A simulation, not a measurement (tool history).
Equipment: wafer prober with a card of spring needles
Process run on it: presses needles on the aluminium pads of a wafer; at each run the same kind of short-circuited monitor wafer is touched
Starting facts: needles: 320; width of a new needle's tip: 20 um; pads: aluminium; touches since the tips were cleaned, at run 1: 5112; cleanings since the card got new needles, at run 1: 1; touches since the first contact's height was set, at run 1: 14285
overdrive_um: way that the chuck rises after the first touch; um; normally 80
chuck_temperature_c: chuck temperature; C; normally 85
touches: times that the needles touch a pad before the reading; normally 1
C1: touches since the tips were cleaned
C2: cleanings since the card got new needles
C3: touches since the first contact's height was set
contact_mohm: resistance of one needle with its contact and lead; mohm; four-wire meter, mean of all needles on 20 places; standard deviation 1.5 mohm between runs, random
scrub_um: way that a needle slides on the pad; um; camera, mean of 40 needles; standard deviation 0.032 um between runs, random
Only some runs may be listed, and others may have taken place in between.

run 1 hour=0.0 | overdrive_um=80 chuck_temperature_c=85 touches=1 | C1=5112 C2=1 C3=14285 | contact_mohm=187 scrub_um=14.35
run 2 hour=10.0 | overdrive_um=80 chuck_temperature_c=109 touches=1 | C1=7366 C2=1 C3=16539 | contact_mohm=204 scrub_um=14.31
-- hour=14.4 tips cleaned on abrasive film
run 3 hour=26.3 | overdrive_um=80 chuck_temperature_c=109 touches=1 | C1=2671 C2=2 C3=20187 | contact_mohm=228 scrub_um=14.23
run 4 hour=39.4 | overdrive_um=80 chuck_temperature_c=85 touches=1 | C1=5643 C2=2 C3=23159 | contact_mohm=221 scrub_um=14.29
-- hour=51.0 tips cleaned on abrasive film
run 5 hour=51.0 | overdrive_um=80 chuck_temperature_c=85 touches=1 | C1=0 C2=3 C3=25739 | contact_mohm=143 scrub_um=14.29
-- hour=53.4 tips cleaned on abrasive film, once more
run 6 hour=59.7 | overdrive_um=80 chuck_temperature_c=85 touches=1 | C1=1406 C2=4 C3=27678 | contact_mohm=158 scrub_um=14.25
run 7 hour=76.2 | overdrive_um=83 chuck_temperature_c=85 touches=1 | C1=5138 C2=4 C3=31410 | contact_mohm=188 scrub_um=14.80
-- hour=90.8 tips cleaned on abrasive film
run 8 hour=92.1 | overdrive_um=83 chuck_temperature_c=85 touches=1 | C1=295 C2=5 C3=34984 | contact_mohm=144 scrub_um=14.80
run 9 hour=105.7 | overdrive_um=83 chuck_temperature_c=85 touches=1 | C1=3350 C2=5 C3=38039 | contact_mohm=176 scrub_um=14.77
run 10 hour=121.4 | overdrive_um=80 chuck_temperature_c=34 touches=1 | C1=6906 C2=5 C3=41595 | contact_mohm=197 scrub_um=14.28
-- hour=127.9 tips cleaned on abrasive film
run 11 hour=129.7 | overdrive_um=80 chuck_temperature_c=28 touches=1 | C1=407 C2=6 C3=43446 | contact_mohm=144 scrub_um=14.15
run 12 hour=137.1 | overdrive_um=80 chuck_temperature_c=28 touches=1 | C1=2061 C2=6 C3=45100 | contact_mohm=164 scrub_um=14.21
run 13 hour=148.9 | overdrive_um=72 chuck_temperature_c=41 touches=2 | C1=4724 C2=6 C3=47763 | contact_mohm=172 scrub_um=12.75
run 14 hour=162.7 | overdrive_um=83 chuck_temperature_c=48 touches=1 | C1=7844 C2=6 C3=50883 | contact_mohm=196 scrub_um=14.73
-- hour=165.6 tips cleaned on abrasive film
run 15 hour=179.6 | overdrive_um=82 chuck_temperature_c=63 touches=2 | C1=3159 C2=7 C3=54677 | contact_mohm=158 scrub_um=14.51
run 16 hour=196.4 | overdrive_um=82 chuck_temperature_c=63 touches=2 | C1=6947 C2=7 C3=58465 | contact_mohm=170 scrub_um=14.57
-- hour=202.9 tips cleaned on abrasive film
run 17 hour=204.9 | overdrive_um=82 chuck_temperature_c=63 touches=2 | C1=456 C2=8 C3=60361 | contact_mohm=141 scrub_um=14.57
run 18 hour=219.2 | overdrive_um=80 chuck_temperature_c=105 touches=1 | C1=3682 C2=8 C3=63587 | contact_mohm=184 scrub_um=14.19
run 19 hour=233.6 | overdrive_um=61 chuck_temperature_c=40 touches=2 | C1=6925 C2=8 C3=66830 | contact_mohm=202 scrub_um=10.77

Branching from run 19: 4 alternative next runs. What would each branch give?
-- hour=239.6 tips cleaned on abrasive film
run A hour=249.1 | overdrive_um=64 chuck_temperature_c=43 touches=1 | C1=2148 C2=9 C3=70301 | contact_mohm=? scrub_um=?
-- hour=239.6 tips cleaned on abrasive film
run B hour=249.1 | overdrive_um=86 chuck_temperature_c=27 touches=2 | C1=2148 C2=9 C3=70301 | contact_mohm=? scrub_um=?
-- hour=239.6 tips cleaned on abrasive film
run C hour=249.1 | overdrive_um=81 chuck_temperature_c=74 touches=2 | C1=2148 C2=9 C3=70301 | contact_mohm=? scrub_um=?
-- hour=239.6 tips cleaned on abrasive film
run D hour=249.1 | overdrive_um=88 chuck_temperature_c=85 touches=1 | C1=2148 C2=9 C3=70301 | contact_mohm=? scrub_um=?

run=A contact_mohm=182 scrub_um=11.28
run=B contact_mohm=141 scrub_um=15.20
run=C contact_mohm=154 scrub_um=14.39
run=D contact_mohm=160 scrub_um=15.62
What these runs would have given with no unlogged condition in the tool:
run=A contact_mohm=132 scrub_um=11.46
run=B contact_mohm=123 scrub_um=15.37
run=C contact_mohm=135 scrub_um=14.56
run=D contact_mohm=133 scrub_um=15.79
